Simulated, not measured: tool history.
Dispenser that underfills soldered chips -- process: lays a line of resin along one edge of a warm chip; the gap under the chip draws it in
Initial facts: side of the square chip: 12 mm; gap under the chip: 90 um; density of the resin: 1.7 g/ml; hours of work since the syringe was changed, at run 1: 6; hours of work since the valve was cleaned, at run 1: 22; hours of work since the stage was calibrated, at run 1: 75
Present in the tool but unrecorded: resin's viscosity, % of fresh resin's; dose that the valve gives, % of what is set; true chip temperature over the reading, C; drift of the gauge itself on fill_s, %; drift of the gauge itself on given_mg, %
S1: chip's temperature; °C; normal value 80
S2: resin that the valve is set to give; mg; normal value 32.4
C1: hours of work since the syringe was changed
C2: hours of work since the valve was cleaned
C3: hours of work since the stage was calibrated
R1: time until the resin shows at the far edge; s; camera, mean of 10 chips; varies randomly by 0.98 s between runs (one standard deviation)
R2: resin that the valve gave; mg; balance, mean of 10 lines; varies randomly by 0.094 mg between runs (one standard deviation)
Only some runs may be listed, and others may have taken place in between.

{"run": 1, "day": 0.0, "S1": 80, "S2": 32.4, "C1": 6, "C2": 22, "C3": 75, "R1": 113.7, "R2": 32.2}
{"day": 0.092, "done": "new syringe of resin"}
{"run": 2, "day": 0.308, "S1": 80, "S2": 32.4, "C1": 4, "C2": 27, "C3": 80, "R1": 105.9, "R2": 32.2}
{"day": 0.517, "done": "new syringe of resin"}
{"run": 3, "day": 0.617, "S1": 80, "S2": 27.5, "C1": 2, "C2": 33, "C3": 85, "R1": 101.2, "R2": 27.16}
{"day": 0.942, "done": "new syringe of resin"}
{"run": 4, "day": 1.142, "S1": 80, "S2": 27.5, "C1": 4, "C2": 42, "C3": 94, "R1": 106.7, "R2": 27.25}
{"day": 1.358, "done": "new syringe of resin"}
{"run": 5, "day": 1.404, "S1": 80, "S2": 27.5, "C1": 1, "C2": 46, "C3": 99, "R1": 97.6, "R2": 26.97}
{"day": 1.788, "done": "new syringe of resin"}
{"run": 6, "day": 1.812, "S1": 80, "S2": 27.5, "C1": 0, "C2": 53, "C3": 106, "R1": 97.1, "R2": 26.94}
{"day": 2.217, "done": "new syringe of resin"}
{"run": 7, "day": 2.258, "S1": 80, "S2": 27.5, "C1": 1, "C2": 61, "C3": 114, "R1": 98.7, "R2": 26.97}
{"day": 2.333, "done": "dispensing valve cleaned and set on the balance"}
{"day": 2.675, "done": "new syringe of resin"}
{"run": 8, "day": 2.729, "S1": 80, "S2": 32.4, "C1": 1, "C2": 7, "C3": 121, "R1": 93.6, "R2": 32.31}
{"day": 3.1, "done": "new syringe of resin"}
{"run": 9, "day": 3.221, "S1": 80, "S2": 32.4, "C1": 2, "C2": 15, "C3": 130, "R1": 98.9, "R2": 32.22}
{"run": 10, "day": 3.45, "S1": 80, "S2": 32.4, "C1": 6, "C2": 20, "C3": 134, "R1": 112.1, "R2": 32.22}
{"day": 3.533, "done": "new syringe of resin"}
{"run": 11, "day": 3.717, "S1": 88, "S2": 35.5, "C1": 3, "C2": 24, "C3": 138, "R1": 68.6, "R2": 35.27}
{"day": 3.954, "done": "new syringe of resin"}
{"run": 12, "day": 3.954, "S1": 67, "S2": 29.5, "C1": 0, "C2": 28, "C3": 142, "R1": 171.3, "R2": 29.21}
{"run": 13, "day": 4.25, "S1": 78, "S2": 35.3, "C1": 5, "C2": 33, "C3": 148, "R1": 118.6, "R2": 34.73}
{"day": 4.383, "done": "new syringe of resin"}
{"run": 14, "day": 4.483, "S1": 78, "S2": 35.3, "C1": 2, "C2": 37, "C3": 152, "R1": 104.2, "R2": 34.74}
{"run": 15, "day": 4.729, "S1": 78, "S2": 41.9, "C1": 6, "C2": 42, "C3": 156, "R1": 120.1, "R2": 41.39}
{"day": 4.817, "done": "new syringe of resin"}
{"run": 16, "day": 5.146, "S1": 78, "S2": 41.9, "C1": 6, "C2": 49, "C3": 163, "R1": 119.9, "R2": 41.2}
{"day": 5.242, "done": "new syringe of resin"}
{"run": 17, "day": 5.5, "S1": 67, "S2": 33, "C1": 5, "C2": 55, "C3": 170, "R1": 198.1, "R2": 32.29}

Run 18, settings as shown, results not yet in. Your forecast:
{"day": 5.646, "done": "new syringe of resin"}
{"day": 5.912, "done": "dispensing valve cleaned and set on the balance"}
{"run": 18, "day": 6.05, "S1": 86, "S2": 32.4, "C1": 6, "C2": 2, "C3": 178, "R1": "?", "R2": "?"}

Run 18 yielded R1 87 s, R2 32.45 mg.
Had the tool carried no hidden state, the very same run would have given R1 71.6 s, R2 32.49 mg.

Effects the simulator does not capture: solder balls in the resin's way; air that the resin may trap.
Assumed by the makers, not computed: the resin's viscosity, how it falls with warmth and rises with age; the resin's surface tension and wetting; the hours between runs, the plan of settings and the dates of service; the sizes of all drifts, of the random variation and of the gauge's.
